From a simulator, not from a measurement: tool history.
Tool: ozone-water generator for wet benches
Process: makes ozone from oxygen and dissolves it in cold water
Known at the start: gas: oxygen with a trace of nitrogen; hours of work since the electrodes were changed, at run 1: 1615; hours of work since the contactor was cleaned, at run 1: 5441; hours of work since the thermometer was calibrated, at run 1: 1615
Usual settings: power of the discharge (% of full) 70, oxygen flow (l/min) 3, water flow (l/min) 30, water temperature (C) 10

run	day	power of the discharge (% of full)	oxygen flow (l/min)	water flow (l/min)	water temperature (C)	hours of work since the electrodes were changed	hours of work since the contactor was cleaned	hours of work since the thermometer was calibrated	dissolved ozone (ppm)	ozone in the gas ahead of the water (g/m3)
1	0	70	3	30	10	1615	5441	1615	12.9	254.9
2	3.429	70	3	30	10	1696	5522	1696	12.8	254.9
3	10.525	70	3	30	10	1863	5690	1863	12.7	256.8
4	17.071	70	3	30	10	2018	5844	2018	13.1	254.9
5	20.862	70	3	30	10	2107	5934	2107	12.6	254.9
6	26.817	70	3	30	10	2248	6074	2248	12.7	255.8
7	32.438	70	3	30	10	2380	6207	2380	12.6	255
8	38.625	70	3	28	10	2526	6353	2526	14	254.8
9	42.129	70	3.21	28	10	2609	6436	2609	14.3	244.2
10	46.233	70	3.21	28	10	2706	6532	2706	14.3	245.1
11	53.45	70	3	30	10	2876	6703	2876	12.9	255.2
12	58.025	67	3	30	10	2984	6811	2984	12.3	245
13	63.829	49	3	30	10	3121	6948	3121	9.4	191.5
14	67.917	70	3	30	10	3218	7044	3218	12.7	254.7
15	71.492	70	3	46	10	3302	7129	3302	7.7	254.3
16	77.729	70	3.28	30	10	3449	7276	3449	13	242.7
17	81	70	3.28	30	10	3526	7353	3526	13.1	243.5
18	85.45	92	3.28	25	10	3631	7458	3631	20.1	305.3

Run 19 comes next. What will it give?
19	91.646	70	3	27	7	3778	7604	3778	?	?

dissolved ozone (ppm): 14.8
ozone in the gas ahead of the water (g/m3): 253.5
Without the tool's hidden state the same run would have given dissolved ozone (ppm) 14.8, ozone in the gas ahead of the water (g/m3) 253.7.
